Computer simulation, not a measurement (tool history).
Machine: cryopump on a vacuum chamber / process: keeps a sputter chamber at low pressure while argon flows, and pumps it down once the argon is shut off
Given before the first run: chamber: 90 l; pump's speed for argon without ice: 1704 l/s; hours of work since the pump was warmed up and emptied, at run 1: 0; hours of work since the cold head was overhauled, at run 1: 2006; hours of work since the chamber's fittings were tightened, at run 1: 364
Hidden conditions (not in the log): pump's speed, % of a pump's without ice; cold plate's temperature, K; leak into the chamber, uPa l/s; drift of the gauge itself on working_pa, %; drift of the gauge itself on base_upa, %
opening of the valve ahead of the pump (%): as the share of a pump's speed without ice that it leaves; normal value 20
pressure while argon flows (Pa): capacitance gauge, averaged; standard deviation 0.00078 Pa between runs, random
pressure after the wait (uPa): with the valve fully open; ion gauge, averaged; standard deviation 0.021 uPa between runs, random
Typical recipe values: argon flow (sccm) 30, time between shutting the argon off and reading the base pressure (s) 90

run,hour,argon flow (sccm),time between shutting the argon off and reading the base pressure (s),opening of the valve ahead of the pump (%),hours of work since the pump was warmed up and emptied,hours of work since the cold head was overhauled,hours of work since the chamber's fittings were tightened,pressure while argon flows (Pa),pressure after the wait (uPa)
1,0.0,30,90,20,0,2006,364,0.1489,0.78
2,73.8,30,90,20,54,2061,418,0.1510,0.84
3,138.7,30,90,20,102,2108,466,0.1517,0.91
4,213.5,30,90,20,157,2163,521,0.1507,0.92
5,284.0,30,90,20,209,2215,573,0.1495,0.99
6,386.9,30,90,20,285,2291,649,0.1514,1.05
7,451.3,30,90,20,332,2338,696,0.1500,1.09
8,550.6,30,90,20,405,2412,769,0.1517,1.19
9,637.7,30,90,20,469,2476,833,0.1512,1.21
10,716.1,30,90,20,527,2533,891,0.1521,1.30
11,824.8,33,90,20,607,2613,971,0.1691,1.35
12,900.9,30,90,20,663,2669,1027,0.1543,1.41
13,980.5,30,134,20,722,2728,1086,0.1534,1.36
14,1094.7,30,134,20,806,2812,1170,0.1550,1.47
15,1179.9,30,134,20,869,2875,1232,0.1561,1.54
16,1264.5,30,134,20,931,2937,1295,0.1574,1.67
# hour 1289.8: pump warmed up, emptied and cooled again
17,1320.2,30,134,20,22,2974,1332,0.1489,1.42
18,1438.2,30,214,20,109,3061,1419,0.1500,1.40
19,1559.9,30,214,20,199,3151,1508,0.1517,1.51
20,1612.8,21,244,31,238,3190,1547,0.0689,1.53
21,1732.0,21,244,31,325,3277,1635,0.0688,1.56
22,1807.9,21,244,31,381,3333,1691,0.0685,1.68
23,1868.7,30,25,20,426,3378,1736,0.1516,2.65
24,1979.9,30,25,20,508,3460,1818,0.1510,2.65
25,2092.7,30,25,20,591,3543,1901,0.1530,2.78
26,2174.7,51,25,22,651,3603,1961,0.2355,2.86

Expected results for the next run?
27,2236.6,51,25,22,697,3649,2007,?,?

Run 27 produced pressure while argon flows (Pa) 0.2398, pressure after the wait (uPa) 2.99.
Were there no unlogged condition in the tool, this run, its random variation unchanged, would have produced pressure while argon flows (Pa) 0.2311, pressure after the wait (uPa) 1.23.
